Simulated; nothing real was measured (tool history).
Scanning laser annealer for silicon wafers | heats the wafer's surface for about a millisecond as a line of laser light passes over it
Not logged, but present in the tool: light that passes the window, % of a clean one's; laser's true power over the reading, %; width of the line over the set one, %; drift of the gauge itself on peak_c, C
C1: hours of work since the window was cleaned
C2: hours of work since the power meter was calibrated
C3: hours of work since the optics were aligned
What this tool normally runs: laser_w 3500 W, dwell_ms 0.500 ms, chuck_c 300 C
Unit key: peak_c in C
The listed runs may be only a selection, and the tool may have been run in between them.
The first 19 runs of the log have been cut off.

{"run": 20, "hour": 159.6, "laser_w": 3018, "dwell_ms": 0.5, "chuck_c": 317, "C1": 227, "C2": 199, "C3": 9, "peak_c": 949}
{"run": 21, "hour": 167.0, "laser_w": 3018, "dwell_ms": 0.5, "chuck_c": 317, "C1": 232, "C2": 204, "C3": 14, "peak_c": 949}
{"run": 22, "hour": 172.1, "laser_w": 3018, "dwell_ms": 0.473, "chuck_c": 303, "C1": 235, "C2": 208, "C3": 17, "peak_c": 919}
{"run": 23, "hour": 180.7, "laser_w": 3100, "dwell_ms": 0.505, "chuck_c": 276, "C1": 241, "C2": 213, "C3": 23, "peak_c": 929}
{"run": 24, "hour": 189.1, "laser_w": 3442, "dwell_ms": 0.509, "chuck_c": 325, "C1": 246, "C2": 219, "C3": 28, "peak_c": 1074}
{"run": 25, "hour": 197.2, "laser_w": 3500, "dwell_ms": 0.427, "chuck_c": 323, "C1": 252, "C2": 224, "C3": 34, "peak_c": 1033}
{"run": 26, "hour": 205.6, "laser_w": 3298, "dwell_ms": 0.5, "chuck_c": 313, "C1": 257, "C2": 230, "C3": 39, "peak_c": 1017}
{"run": 27, "hour": 211.0, "laser_w": 3298, "dwell_ms": 0.5, "chuck_c": 313, "C1": 261, "C2": 233, "C3": 43, "peak_c": 1016}
{"run": 28, "hour": 215.7, "laser_w": 3403, "dwell_ms": 0.5, "chuck_c": 339, "C1": 264, "C2": 236, "C3": 46, "peak_c": 1067}
{"run": 29, "hour": 223.5, "laser_w": 3403, "dwell_ms": 0.472, "chuck_c": 339, "C1": 269, "C2": 242, "C3": 51, "peak_c": 1054}
{"run": 30, "hour": 231.6, "laser_w": 3403, "dwell_ms": 0.472, "chuck_c": 339, "C1": 274, "C2": 247, "C3": 56, "peak_c": 1053}
{"run": 31, "hour": 241.8, "laser_w": 3773, "dwell_ms": 0.59, "chuck_c": 298, "C1": 281, "C2": 254, "C3": 63, "peak_c": 1190}
{"run": 32, "hour": 246.1, "laser_w": 3451, "dwell_ms": 0.414, "chuck_c": 321, "C1": 284, "C2": 257, "C3": 66, "peak_c": 1007}
{"run": 33, "hour": 253.0, "laser_w": 3449, "dwell_ms": 0.607, "chuck_c": 300, "C1": 289, "C2": 261, "C3": 71, "peak_c": 1108}
{"run": 34, "hour": 259.1, "laser_w": 3094, "dwell_ms": 0.421, "chuck_c": 300, "C1": 293, "C2": 265, "C3": 74, "peak_c": 901}
{"run": 35, "hour": 263.4, "laser_w": 3020, "dwell_ms": 0.5, "chuck_c": 290, "C1": 295, "C2": 268, "C3": 77, "peak_c": 920}
{"run": 36, "hour": 273.7, "laser_w": 3417, "dwell_ms": 0.602, "chuck_c": 297, "C1": 302, "C2": 275, "C3": 84, "peak_c": 1092}
{"run": 37, "hour": 279.9, "laser_w": 3417, "dwell_ms": 0.602, "chuck_c": 278, "C1": 306, "C2": 279, "C3": 88, "peak_c": 1075}
{"run": 38, "hour": 287.3, "laser_w": 3417, "dwell_ms": 0.602, "chuck_c": 278, "C1": 311, "C2": 284, "C3": 93, "peak_c": 1074}
{"run": 39, "hour": 296.0, "laser_w": 3544, "dwell_ms": 0.575, "chuck_c": 266, "C1": 317, "C2": 289, "C3": 99, "peak_c": 1086}
{"run": 40, "hour": 305.3, "laser_w": 3802, "dwell_ms": 0.448, "chuck_c": 271, "C1": 323, "C2": 296, "C3": 105, "peak_c": 1069}

Here are 4 independent what-if runs from the current tool condition. What would each one return?
{"run": "A", "hour": 314.7, "laser_w": 3498, "dwell_ms": 0.473, "chuck_c": 284, "C1": 329, "C2": 302, "C3": 111, "peak_c": "?"}
{"run": "B", "hour": 314.7, "laser_w": 3768, "dwell_ms": 0.448, "chuck_c": 271, "C1": 329, "C2": 302, "C3": 111, "peak_c": "?"}
{"run": "C", "hour": 314.7, "laser_w": 3713, "dwell_ms": 0.5, "chuck_c": 292, "C1": 329, "C2": 302, "C3": 111, "peak_c": "?"}
{"run": "D", "hour": 314.7, "laser_w": 3802, "dwell_ms": 0.397, "chuck_c": 271, "C1": 329, "C2": 302, "C3": 111, "peak_c": "?"}

run=A peak_c=1022
run=B peak_c=1060
run=C peak_c=1107
run=D peak_c=1024
With the hidden condition removed and each run's random variation left untouched, the same runs would have given:
run=A peak_c=1023
run=B peak_c=1061
run=C peak_c=1108
run=D peak_c=1024
